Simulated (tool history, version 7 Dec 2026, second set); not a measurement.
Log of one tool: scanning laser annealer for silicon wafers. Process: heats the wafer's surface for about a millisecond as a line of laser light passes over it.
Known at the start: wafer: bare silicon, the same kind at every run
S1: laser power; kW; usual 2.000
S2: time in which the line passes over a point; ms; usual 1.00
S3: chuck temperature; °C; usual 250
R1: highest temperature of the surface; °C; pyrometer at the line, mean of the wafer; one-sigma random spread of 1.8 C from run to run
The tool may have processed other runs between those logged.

run	hour	S1	S2	S3	R1
1	0.0	2.000	1.00	250	980
2	12.2	2.000	1.00	250	979
3	19.6	2.000	1.00	250	981
4	34.6	2.000	1.00	228	959
5	41.5	2.000	0.99	250	976
6	51.8	2.000	0.89	250	941
7	58.9	2.000	1.23	250	1048
8	66.8	2.000	1.00	250	980
9	76.3	2.000	1.00	250	979
10	87.3	2.000	1.00	250	977
11	94.0	1.887	1.00	250	927
12	102.7	1.887	1.00	250	929
13	114.9	2.000	1.00	250	979
14	126.6	2.000	1.00	250	979
15	135.4	1.754	1.00	250	869
16	147.1	1.754	1.00	250	869
17	159.5	1.754	1.00	250	868
18	165.5	2.000	1.18	250	1030
19	178.8	2.000	1.18	250	1028
20	186.1	2.000	1.18	250	1028
21	199.0	2.000	1.18	250	1031
22	210.2	2.118	0.84	270	989
23	218.7	2.000	0.97	267	981
24	228.7	2.000	0.97	267	978
25	239.4	2.000	0.97	267	979
26	246.9	2.000	0.97	267	978
27	253.5	1.716	0.89	271	844
28	265.7	1.763	0.81	271	835
29	273.1	2.167	0.76	243	949
30	281.0	2.167	0.76	243	949
31	288.9	1.956	1.10	234	963
32	297.5	1.956	1.10	234	965
33	308.6	2.197	0.82	267	1008
34	322.6	2.197	0.82	267	1006
35	331.6	1.992	0.74	267	896
36	343.4	1.992	0.74	246	875
37	357.8	1.943	0.82	236	872
38	370.8	1.815	0.82	274	861
39	383.1	1.738	0.82	283	841
40	397.9	1.738	0.82	283	838

Below are 4 alternative next runs, each starting from the tool's condition after run 40. Predict each:
A	403.9	2.000	1.02	250	?
B	403.9	1.738	1.04	233	?
C	403.9	2.001	0.83	260	?
D	403.9	2.062	0.71	244	?

run	R1
A	975
B	850
C	922
D	886
Without the tool's unlogged condition, the same runs would have read:
run	R1
A	1039
B	904
C	981
D	943
